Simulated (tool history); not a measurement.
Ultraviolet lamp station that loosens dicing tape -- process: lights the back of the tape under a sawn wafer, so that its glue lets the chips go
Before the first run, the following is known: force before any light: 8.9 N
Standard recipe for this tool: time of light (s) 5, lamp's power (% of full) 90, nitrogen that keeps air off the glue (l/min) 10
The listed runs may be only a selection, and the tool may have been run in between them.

| run | day | time of light (s) | lamp's power (% of full) | nitrogen that keeps air off the glue (l/min) | force that peels the tape off (N) | light that reached the tape (mJ/cm2) |
|---|---|---|---|---|---|---|
| 1 | 0 | 5 | 90 | 10 | 0.542 | 308 |
| 2 | 0.442 | 5 | 82 | 10 | 0.665 | 279 |
| 3 | 1.262 | 5 | 82 | 10 | 0.669 | 277 |
| 4 | 1.8 | 4 | 82 | 10 | 1.048 | 224 |
| 5 | 2.629 | 4 | 82 | 10 | 1.084 | 222 |
| 6 | 3.517 | 5 | 90 | 10 | 0.585 | 301 |
| 7 | 4.138 | 5 | 90 | 11 | 0.579 | 298 |
| 8 | 4.771 | 8 | 90 | 10 | 0.273 | 470 |
| 9 | 5.675 | 5 | 90 | 10 | 0.599 | 294 |
| 10 | 6.554 | 5 | 90 | 10 | 0.647 | 286 |
| 11 | 7.512 | 5 | 90 | 10 | 0.645 | 287 |
| 12 | 8.112 | 5 | 90 | 10 | 0.65 | 285 |
| 13 | 9.008 | 5 | 90 | 10 | 0.668 | 284 |
| 14 | 9.842 | 5 | 90 | 10 | 0.681 | 282 |
|  | 9.938 | window cleaned of glue's vapour |
| 15 | 10.4 | 5 | 90 | 10 | 0.758 | 258 |
| 16 | 11.129 | 2 | 90 | 10 | 3.102 | 103 |
| 17 | 11.996 | 5 | 90 | 5 | 1.196 | 259 |
| 18 | 12.438 | 5 | 90 | 5 | 1.194 | 257 |
|  | 12.792 | window cleaned of glue's vapour, once more |
| 19 | 13.196 | 5 | 90 | 10 | 0.564 | 304 |
| 20 | 13.833 | 5 | 90 | 10 | 0.641 | 300 |
| 21 | 14.542 | 5 | 90 | 10 | 0.595 | 297 |
| 22 | 15.308 | 5 | 90 | 10 | 0.607 | 294 |
| 23 | 15.788 | 7 | 90 | 10 | 0.344 | 408 |
| 24 | 16.65 | 7 | 90 | 10 | 0.335 | 405 |
| 25 | 17.288 | 6 | 89 | 3 | 0.982 | 346 |
| 26 | 18.171 | 6 | 89 | 3 | 1.014 | 342 |
| 27 | 18.604 | 3 | 65 | 4 | 3.638 | 124 |
| 28 | 19.575 | 2 | 66 | 4 | 4.899 | 82 |
| 29 | 20.042 | 5 | 90 | 17 | 0.51 | 280 |
| 30 | 20.754 | 5 | 76 | 8 | 1.064 | 236 |
| 31 | 21.279 | 5 | 76 | 8 | 1.077 | 235 |
| 32 | 21.788 | 7 | 89 | 11 | 0.363 | 381 |
| 33 | 22.696 | 5 | 87 | 5 | 1.221 | 261 |
| 34 | 23.317 | 5 | 87 | 5 | 1.217 | 261 |
| 35 | 23.862 | 5 | 96 | 7 | 0.792 | 290 |
| 36 | 24.596 | 9 | 90 | 10 | 0.277 | 476 |
| 37 | 25.321 | 4 | 71 | 8 | 1.908 | 170 |
| 38 | 25.879 | 4 | 71 | 8 | 1.89 | 165 |
| 39 | 26.454 | 4 | 71 | 8 | 1.983 | 163 |

Each row is a separate what-if for the run after 39, all from the same tool condition, not one after another. Results?
| A | 27.421 | 5 | 84 | 10 | ? | ? |
| B | 27.421 | 4 | 79 | 5 | ? | ? |
| C | 27.421 | 2 | 94 | 4 | ? | ? |
| D | 27.421 | 5 | 94 | 10 | ? | ? |
| E | 27.421 | 3 | 90 | 10 | ? | ? |

| run | force that peels the tape off (N) | light that reached the tape (mJ/cm2) |
|---|---|---|
| A | 0.87 | 247 |
| B | 2.062 | 183 |
| C | 3.863 | 108 |
| D | 0.712 | 270 |
| E | 1.955 | 156 |
With the hidden condition removed and each run's random variation left untouched, the same runs would have given:
| run | force that peels the tape off (N) | light that reached the tape (mJ/cm2) |
|---|---|---|
| A | 0.553 | 310 |
| B | 1.454 | 231 |
| C | 3.145 | 136 |
| D | 0.452 | 340 |
| E | 1.353 | 196 |

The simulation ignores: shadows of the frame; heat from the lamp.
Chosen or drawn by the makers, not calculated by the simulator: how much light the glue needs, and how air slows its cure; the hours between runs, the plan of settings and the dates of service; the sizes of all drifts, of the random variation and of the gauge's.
